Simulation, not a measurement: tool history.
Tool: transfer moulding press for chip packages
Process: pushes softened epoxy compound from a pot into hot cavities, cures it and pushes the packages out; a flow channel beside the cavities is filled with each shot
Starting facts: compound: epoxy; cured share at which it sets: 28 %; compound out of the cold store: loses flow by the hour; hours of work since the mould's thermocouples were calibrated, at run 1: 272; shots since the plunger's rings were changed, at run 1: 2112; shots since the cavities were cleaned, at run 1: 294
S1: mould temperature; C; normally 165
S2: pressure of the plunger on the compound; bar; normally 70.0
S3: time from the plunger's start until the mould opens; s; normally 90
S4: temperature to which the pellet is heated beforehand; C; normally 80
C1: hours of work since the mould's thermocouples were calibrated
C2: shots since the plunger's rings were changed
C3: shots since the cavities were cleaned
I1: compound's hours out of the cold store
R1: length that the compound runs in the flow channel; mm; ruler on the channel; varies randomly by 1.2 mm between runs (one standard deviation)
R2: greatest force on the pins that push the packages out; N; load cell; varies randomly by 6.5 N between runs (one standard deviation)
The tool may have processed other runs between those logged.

run	day	S1	S2	S3	S4	C1	C2	C3	I1	R1	R2
1	0.000	165	70.0	90	80	272	2112	294	25.1	657	340
# day 1.679: cavities cleaned with cleaning compound and waxed
2	2.012	165	70.0	90	80	304	2799	118	12.5	703	328
3	3.258	165	70.0	90	80	325	3239	558	41.2	598	397
# day 4.112: cavities cleaned with cleaning compound and waxed
# day 4.354: mould's thermocouples calibrated
4	5.983	165	70.0	90	80	27	4147	630	33.3	620	397
# day 6.596: cavities cleaned with cleaning compound and waxed
5	8.292	165	70.0	90	80	65	4940	599	14.2	691	435
# day 9.046: cavities cleaned with cleaning compound and waxed
6	10.962	165	70.0	102	80	108	5859	675	36.0	606	352
# day 11.446: plunger's sealing rings changed
# day 11.508: cavities cleaned with cleaning compound and waxed
7	12.642	165	70.0	111	80	133	399	399	24.8	667	324
# day 13.083: mould's thermocouples calibrated, once more
# day 14.042: cavities cleaned with cleaning compound and waxed
8	15.375	165	70.0	93	80	37	1311	469	14.8	702	380
# day 16.558: cavities cleaned with cleaning compound and waxed
9	18.212	165	70.0	90	80	83	2290	583	35.0	621	390
# day 19.012: cavities cleaned with cleaning compound and waxed
10	20.375	165	70.0	90	80	118	3031	481	38.8	607	380
# day 21.396: cavities cleaned with cleaning compound and waxed
11	22.583	165	70.0	90	80	154	3787	419	19.8	671	407
# day 23.921: cavities cleaned with cleaning compound and waxed
12	24.838	165	70.0	90	80	191	4559	322	36.9	606	363
# day 26.279: cavities cleaned with cleaning compound and waxed
13	27.388	165	70.0	90	80	232	5437	392	18.4	670	413
# day 28.662: cavities cleaned with cleaning compound and waxed
# day 29.125: plunger's sealing rings changed
14	29.721	165	87.9	81	80	268	211	336	35.1	707	455
# day 31.262: cavities cleaned with cleaning compound and waxed
15	32.521	165	70.0	85	80	314	1176	444	37.0	618	426
# day 33.808: cavities cleaned with cleaning compound and waxed
# day 34.267: mould's thermocouples calibrated
16	35.517	165	70.0	109	80	21	2181	573	42.9	593	318
# day 36.433: cavities cleaned with cleaning compound and waxed
17	38.117	165	70.0	109	80	63	3076	595	10.8	709	337
# day 38.983: cavities cleaned with cleaning compound and waxed
18	39.608	165	70.0	90	82	87	3580	221	11.0	706	365
# day 41.342: cavities cleaned with cleaning compound and waxed
19	41.342	165	54.9	90	80	115	4168	0	39.3	531	260
# day 43.912: cavities cleaned with cleaning compound and waxed
20	44.279	165	74.9	121	80	163	5182	129	8.5	736	232
21	45.621	165	66.6	96	80	185	5655	602	34.2	595	382
# day 46.417: cavities cleaned with cleaning compound and waxed
# day 46.767: plunger's sealing rings changed
22	47.525	161	70.0	90	80	214	267	354	17.5	712	535
# day 48.946: cavities cleaned with cleaning compound and waxed
23	50.421	161	86.2	90	80	261	1266	519	38.8	696	513
# day 51.304: cavities cleaned with cleaning compound and waxed
24	52.733	165	70.0	93	80	299	2059	503	10.1	718	399
# day 53.721: cavities cleaned with cleaning compound and waxed
25	54.692	172	56.5	93	83	330	2729	343	39.5	527	275
# day 55.517: mould's thermocouples calibrated
# day 56.204: cavities cleaned with cleaning compound and waxed
26	56.225	164	83.0	120	75	11	3218	7	28.0	705	216

Across each entry between runs, compare the hidden state at the last listed run before it with the hidden state at the first listed run after it:
Runs 1 to 2: cavities cleaned with cleaning compound and waxed (day 1.679)
  true mould temperature over the reading, C: -0.45 -> -0.5; pressure that reaches the compound, % of what is set: 97 -> 96.07; grip of the stained cavities, % over clean ones': 33.1 -> 18.5
  measured result minus the result with no hidden state, R1: -8 -> -12 mm; R2: +93 -> +60 N
Runs 3 to 4: cavities cleaned with cleaning compound and waxed (day 4.112); mould's thermocouples calibrated (day 4.354)
  true mould temperature over the reading, C: -0.52 -> -0.77; pressure that reaches the compound, % of what is set: 95.53 -> 94.42; grip of the stained cavities, % over clean ones': 56.5 -> 59.2
  measured result minus the result with no hidden state, R1: -12 -> -15 mm; R2: +151 -> +163 N
Runs 4 to 5: cavities cleaned with cleaning compound and waxed (day 6.596)
  true mould temperature over the reading, C: -0.77 -> -0.82; pressure that reaches the compound, % of what is set: 94.42 -> 93.45; grip of the stained cavities, % over clean ones': 59.2 -> 58.1
  measured result minus the result with no hidden state, R1: -15 -> -21 mm; R2: +163 -> +177 N
Runs 5 to 6: cavities cleaned with cleaning compound and waxed (day 9.046)
  true mould temperature over the reading, C: -0.82 -> -0.88; pressure that reaches the compound, % of what is set: 93.45 -> 92.25; grip of the stained cavities, % over clean ones': 58.1 -> 61.8
  measured result minus the result with no hidden state, R1: -21 -> -22 mm; R2: +177 -> +141 N
Runs 6 to 7: plunger's sealing rings changed (day 11.446); cavities cleaned with cleaning compound and waxed (day 11.508)
  true mould temperature over the reading, C: -0.88 -> -0.91; pressure that reaches the compound, % of what is set: 92.25 -> 99.47; grip of the stained cavities, % over clean ones': 61.8 -> 50.7
  measured result minus the result with no hidden state, R1: -22 -> +1 mm; R2: +141 -> +111 N
Runs 7 to 8: mould's thermocouples calibrated, once more (day 13.083); cavities cleaned with cleaning compound and waxed (day 14.042)
  true mould temperature over the reading, C: -0.91 -> 0.08; pressure that reaches the compound, % of what is set: 99.47 -> 98.33; grip of the stained cavities, % over clean ones': 50.7 -> 53.2
  measured result minus the result with no hidden state, R1: +1 -> -6 mm; R2: +111 -> +131 N
Runs 8 to 9: cavities cleaned with cleaning compound and waxed (day 16.558)
  true mould temperature over the reading, C: 0.08 -> 0.02; pressure that reaches the compound, % of what is set: 98.33 -> 97.06; grip of the stained cavities, % over clean ones': 53.2 -> 57.7
  measured result minus the result with no hidden state, R1: -6 -> -9 mm; R2: +131 -> +143 N
Runs 9 to 10: cavities cleaned with cleaning compound and waxed (day 19.012)
  true mould temperature over the reading, C: 0.02 -> -0.03; pressure that reaches the compound, % of what is set: 97.06 -> 96.14; grip of the stained cavities, % over clean ones': 57.7 -> 53.7
  measured result minus the result with no hidden state, R1: -9 -> -11 mm; R2: +143 -> +132 N
Runs 10 to 11: cavities cleaned with cleaning compound and waxed (day 21.396)
  true mould temperature over the reading, C: -0.03 -> -0.08; pressure that reaches the compound, % of what is set: 96.14 -> 95.23; grip of the stained cavities, % over clean ones': 53.7 -> 48.5
  measured result minus the result with no hidden state, R1: -11 -> -16 mm; R2: +132 -> +133 N
Runs 11 to 12: cavities cleaned with cleaning compound and waxed (day 23.921)
  true mould temperature over the reading, C: -0.08 -> -0.12; pressure that reaches the compound, % of what is set: 95.23 -> 94.24; grip of the stained cavities, % over clean ones': 48.5 -> 40.6
  measured result minus the result with no hidden state, R1: -16 -> -17 mm; R2: +133 -> +105 N
Runs 12 to 13: cavities cleaned with cleaning compound and waxed (day 26.279)
  true mould temperature over the reading, C: -0.12 -> -0.18; pressure that reaches the compound, % of what is set: 94.24 -> 93.12; grip of the stained cavities, % over clean ones': 40.6 -> 49.2
  measured result minus the result with no hidden state, R1: -17 -> -24 mm; R2: +105 -> +139 N
Runs 13 to 14: cavities cleaned with cleaning compound and waxed (day 28.662); plunger's sealing rings changed (day 29.125)
  true mould temperature over the reading, C: -0.18 -> -0.23; pressure that reaches the compound, % of what is set: 93.12 -> 99.58; grip of the stained cavities, % over clean ones': 49.2 -> 43.7
  measured result minus the result with no hidden state, R1: -24 -> -1 mm; R2: +139 -> +144 N
Runs 14 to 15: cavities cleaned with cleaning compound and waxed (day 31.262)
  true mould temperature over the reading, C: -0.23 -> -0.29; pressure that reaches the compound, % of what is set: 99.58 -> 98.32; grip of the stained cavities, % over clean ones': 43.7 -> 48.8
  measured result minus the result with no hidden state, R1: -1 -> -4 mm; R2: +144 -> +145 N
Runs 15 to 16: cavities cleaned with cleaning compound and waxed (day 33.808); mould's thermocouples calibrated (day 34.267)
  true mould temperature over the reading, C: -0.29 -> -0.09; pressure that reaches the compound, % of what is set: 98.32 -> 96.98; grip of the stained cavities, % over clean ones': 48.8 -> 58.6
  measured result minus the result with no hidden state, R1: -4 -> -8 mm; R2: +145 -> +119 N
Runs 16 to 17: cavities cleaned with cleaning compound and waxed (day 36.433)
  true mould temperature over the reading, C: -0.09 -> -0.15; pressure that reaches the compound, % of what is set: 96.98 -> 95.84; grip of the stained cavities, % over clean ones': 58.6 -> 58.9
  measured result minus the result with no hidden state, R1: -8 -> -15 mm; R2: +119 -> +124 N
Runs 17 to 18: cavities cleaned with cleaning compound and waxed (day 38.983)
  true mould temperature over the reading, C: -0.15 -> -0.17; pressure that reaches the compound, % of what is set: 95.84 -> 95.15; grip of the stained cavities, % over clean ones': 58.9 -> 32.1
  measured result minus the result with no hidden state, R1: -15 -> -17 mm; R2: +124 -> +92 N
Runs 18 to 19: cavities cleaned with cleaning compound and waxed (day 41.342)
  true mould temperature over the reading, C: -0.17 -> -0.21; pressure that reaches the compound, % of what is set: 95.15 -> 94.34; grip of the stained cavities, % over clean ones': 32.1 -> 1.9
  measured result minus the result with no hidden state, R1: -17 -> -15 mm; R2: +92 -> +8 N
Runs 19 to 20: cavities cleaned with cleaning compound and waxed (day 43.912)
  true mould temperature over the reading, C: -0.21 -> -0.28; pressure that reaches the compound, % of what is set: 94.34 -> 93.15; grip of the stained cavities, % over clean ones': 1.9 -> 17.9
  measured result minus the result with no hidden state, R1: -15 -> -26 mm; R2: +8 -> +36 N
Runs 21 to 22: cavities cleaned with cleaning compound and waxed (day 46.417); plunger's sealing rings changed (day 46.767)
  true mould temperature over the reading, C: -0.31 -> -0.35; pressure that reaches the compound, % of what is set: 92.63 -> 99.69; grip of the stained cavities, % over clean ones': 59.4 -> 45.1
  measured result minus the result with no hidden state, R1: -22 -> +0 mm; R2: +144 -> +179 N
Runs 22 to 23: cavities cleaned with cleaning compound and waxed (day 48.946)
  true mould temperature over the reading, C: -0.35 -> -0.41; pressure that reaches the compound, % of what is set: 99.69 -> 98.43; grip of the stained cavities, % over clean ones': 45.1 -> 53
  measured result minus the result with no hidden state, R1: +0 -> -4 mm; R2: +179 -> +189 N
Runs 23 to 24: cavities cleaned with cleaning compound and waxed (day 51.304)
  true mould temperature over the reading, C: -0.41 -> -0.45; pressure that reaches the compound, % of what is set: 98.43 -> 97.44; grip of the stained cavities, % over clean ones': 53 -> 53.5
  measured result minus the result with no hidden state, R1: -4 -> -8 mm; R2: +189 -> +146 N
Runs 24 to 25: cavities cleaned with cleaning compound and waxed (day 53.721)
  true mould temperature over the reading, C: -0.45 -> -0.5; pressure that reaches the compound, % of what is set: 97.44 -> 96.61; grip of the stained cavities, % over clean ones': 53.5 -> 41.2
  measured result minus the result with no hidden state, R1: -8 -> -8 mm; R2: +146 -> +81 N
Runs 25 to 26: mould's thermocouples calibrated (day 55.517); cavities cleaned with cleaning compound and waxed (day 56.204)
  true mould temperature over the reading, C: -0.5 -> -0.04; pressure that reaches the compound, % of what is set: 96.61 -> 96.05; grip of the stained cavities, % over clean ones': 41.2 -> 5.3
  measured result minus the result with no hidden state, R1: -8 -> -14 mm; R2: +81 -> +11 N
